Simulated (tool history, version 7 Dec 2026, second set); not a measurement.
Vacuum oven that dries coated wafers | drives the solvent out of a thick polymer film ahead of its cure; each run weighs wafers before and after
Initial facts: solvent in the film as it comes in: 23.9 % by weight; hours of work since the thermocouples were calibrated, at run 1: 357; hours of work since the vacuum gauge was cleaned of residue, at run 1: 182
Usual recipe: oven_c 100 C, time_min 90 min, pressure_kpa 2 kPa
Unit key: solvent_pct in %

run,hour,oven_c,time_min,pressure_kpa,hours of work since the thermocouples were calibrated,hours of work since the vacuum gauge was cleaned of residue,solvent_pct
1,0,100,90,2,357,182,4.95
2,10,100,90,2,364,189,4.89
3,21.6,100,90,2,371,196,4.91
# hour 24.3: vacuum gauge cleaned of residue and calibrated
4,35.7,100,90,2,379,7,4.91
5,51.7,100,90,1.57,389,17,4.74
6,58.7,100,90,1.57,394,22,4.74
7,71.3,100,90,1.57,402,30,4.79
8,86,100,90,1.57,411,39,4.76
9,93.6,86,101,6.93,416,44,11.43

For run 10, what comes out?
# hour 108.9: vacuum gauge cleaned of residue and calibrated, once more
10,110.2,86,101,6.93,426,1,?

solvent_pct: 11.57 %
With no hidden state in the tool, this same run would have given solvent_pct 11.26 %.

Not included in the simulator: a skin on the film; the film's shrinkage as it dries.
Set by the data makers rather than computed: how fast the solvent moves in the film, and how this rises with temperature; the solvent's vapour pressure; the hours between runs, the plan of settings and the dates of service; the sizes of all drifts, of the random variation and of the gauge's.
